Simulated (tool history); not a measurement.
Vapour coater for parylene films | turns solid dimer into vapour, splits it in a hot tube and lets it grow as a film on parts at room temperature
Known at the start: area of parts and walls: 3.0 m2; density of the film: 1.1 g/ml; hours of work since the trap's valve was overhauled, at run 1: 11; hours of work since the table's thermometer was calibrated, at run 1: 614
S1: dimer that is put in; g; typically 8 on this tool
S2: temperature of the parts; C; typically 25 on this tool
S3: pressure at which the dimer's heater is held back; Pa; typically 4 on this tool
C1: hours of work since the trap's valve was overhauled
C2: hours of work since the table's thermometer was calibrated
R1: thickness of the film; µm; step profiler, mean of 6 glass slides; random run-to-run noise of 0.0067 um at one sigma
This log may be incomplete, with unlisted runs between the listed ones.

run,hour,S1,S2,S3,C1,C2,R1
1,0,8,25,4,11,614,1.274
2,47,8,29,4,51,654,1.048
3,81.2,4,25,4,80,683,0.613
4,129.9,4,25,4,121,724,0.594
5,173.2,8,25,4,158,760,1.18
6,221.8,8,25,9.95,199,802,0.933
# hour 240.2: trap's valve overhauled
7,256.8,8,25,9.95,14,828,1.037
8,307.2,8,25,4,57,870,1.265
9,370.8,6,25,4,110,924,0.917
10,406.7,6,25,4,141,955,0.895
11,454,6,25,4,181,995,0.884
# hour 494.8: trap's valve overhauled
12,495.2,6,25,4,0,1026,0.964
13,544.1,6,25,4,42,1067,0.951
14,575.5,6,36,2.17,68,1094,0.667
15,633.2,11,36,4,117,1143,1.028
16,687.3,4,21,4,163,1189,0.713
17,725.7,13,33,4,195,1221,1.339
# hour 750.7: trap's valve overhauled
18,786.2,4,27,2.07,30,1269,0.684
19,825.7,11,22,2.62,63,1302,2.179
20,865,11,22,2.62,97,1336,2.159
21,908.1,8,29,5.76,133,1372,0.944
22,966.1,8,29,5.76,182,1421,0.923

Alternative continuations, all from the tool just after run 22; predict every row:
A,997.4,9,30,10.8,209,1448,?
B,997.4,6,29,5.87,209,1448,?
C,997.4,12,22,4,209,1448,?
D,997.4,8,29,2.37,209,1448,?
E,997.4,5,30,4.5,209,1448,?

run,R1
A,0.845
B,0.67
C,2.005
D,1.107
E,0.58
With no hidden state in the tool, these same runs would have given:
run,R1
A,0.905
B,0.717
C,2.147
D,1.185
E,0.621

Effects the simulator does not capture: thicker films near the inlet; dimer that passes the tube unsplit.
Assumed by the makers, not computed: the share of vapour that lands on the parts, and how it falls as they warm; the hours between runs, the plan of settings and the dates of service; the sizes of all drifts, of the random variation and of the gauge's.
